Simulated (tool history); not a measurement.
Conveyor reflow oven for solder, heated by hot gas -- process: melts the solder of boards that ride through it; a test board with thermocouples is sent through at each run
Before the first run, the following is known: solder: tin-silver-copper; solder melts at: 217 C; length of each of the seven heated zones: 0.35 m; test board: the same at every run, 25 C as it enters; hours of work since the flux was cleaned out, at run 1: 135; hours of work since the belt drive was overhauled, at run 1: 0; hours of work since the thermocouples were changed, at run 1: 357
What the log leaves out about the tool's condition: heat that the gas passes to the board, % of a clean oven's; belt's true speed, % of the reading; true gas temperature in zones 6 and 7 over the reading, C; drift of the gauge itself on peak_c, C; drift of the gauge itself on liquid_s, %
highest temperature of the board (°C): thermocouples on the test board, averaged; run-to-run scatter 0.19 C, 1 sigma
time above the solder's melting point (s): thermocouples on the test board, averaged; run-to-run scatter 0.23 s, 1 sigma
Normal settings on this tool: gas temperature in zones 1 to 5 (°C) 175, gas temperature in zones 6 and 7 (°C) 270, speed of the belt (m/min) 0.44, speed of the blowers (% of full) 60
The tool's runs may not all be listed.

run	hour	gas temperature in zones 1 to 5 (°C)	gas temperature in zones 6 and 7 (°C)	speed of the belt (m/min)	speed of the blowers (% of full)	hours of work since the flux was cleaned out	hours of work since the belt drive was overhauled	hours of work since the thermocouples were changed	highest temperature of the board (°C)	time above the solder's melting point (s)
1	0	175	270	0.44	60	135	0	357	250.1	68.1
2	42.2	175	270	0.44	60	157	22	379	250.5	68.8
3	74.9	175	270	0.44	51	174	39	396	247.5	64.5
4	122	175	270	0.44	51	199	63	421	247.3	64.1
5	157.1	175	270	0.44	51	217	82	439	247.5	64.5
6	185.3	175	270	0.44	51	231	96	454	247.3	64.3
7	223.5	175	263	0.44	60	251	116	474	244.4	62.2
8	249.4	175	263	0.44	60	265	130	487	244.3	61.6
9	279.5	175	263	0.44	60	280	145	503	244.3	61.3
10	324.1	175	263	0.44	60	304	168	526	244.3	61.6
11	361.9	175	270	0.44	60	323	188	546	249.9	67.6
12	393.7	175	270	0.44	60	340	205	562	249.6	67.7
13	429.1	175	270	0.44	60	358	223	581	249.7	67.5
14	455.5	175	270	0.44	60	372	237	594	249.9	67.3
15	492.6	175	270	0.44	60	391	256	613	249.4	67.4
# hour 505.5: flux residue cleaned out of gas plates and filters
16	529.7	175	270	0.44	60	13	273	630	251.6	69.9
17	559.4	178	270	0.44	60	28	288	646	252.2	71.8
18	581	175	278	0.44	73	39	299	657	261.5	78.3
19	632.3	175	270	0.44	64	66	326	684	252.5	70.8
# hour 651: thermocouples of zones 6 and 7 changed
20	669.7	162	281	0.479	83	84	344	10	258.4	65
21	705.4	162	281	0.479	83	103	363	28	258.2	64.9
22	737	162	281	0.479	83	119	379	45	258	64.6
# hour 744.9: belt drive overhauled, speed set with a stopwatch
23	765.4	188	270	0.44	53	132	11	57	250.4	74.4
24	815.1	188	273	0.44	66	158	36	83	255.6	80.3
25	851.3	183	260	0.44	74	177	55	102	245.4	68.7
26	880.8	183	260	0.44	74	192	71	117	245.3	68.7
27	914.6	183	274	0.44	74	210	88	135	257.6	79.1
28	952.5	175	268	0.44	84	229	108	155	252.6	71.8
29	974.5	175	268	0.44	84	241	119	166	252.4	72.4
# hour 981.9: belt drive overhauled, speed set with a stopwatch, once more
30	1012.9	170	270	0.44	84	259	16	184	252.9	69.1
31	1053.6	186	271	0.401	80	280	37	205	258.9	90.8
32	1100.3	174	270	0.44	58	304	62	229	247.6	64.3

3 ways to go on from here, each from the tool as it stands after run 32. What would each give?
A	1139.8	164	285	0.499	60	325	82	250	?	?
B	1139.8	175	270	0.519	57	325	82	250	?	?
C	1139.8	188	270	0.44	84	325	82	250	?	?

run	highest temperature of the board (°C)	time above the solder's melting point (s)
A	252	56.2
B	240	45
C	255.9	80.6
Had the tool no hidden state, the same runs would have come out as:
run	highest temperature of the board (°C)	time above the solder's melting point (s)
A	254.6	59.1
B	242.2	48.4
C	257.4	82.5
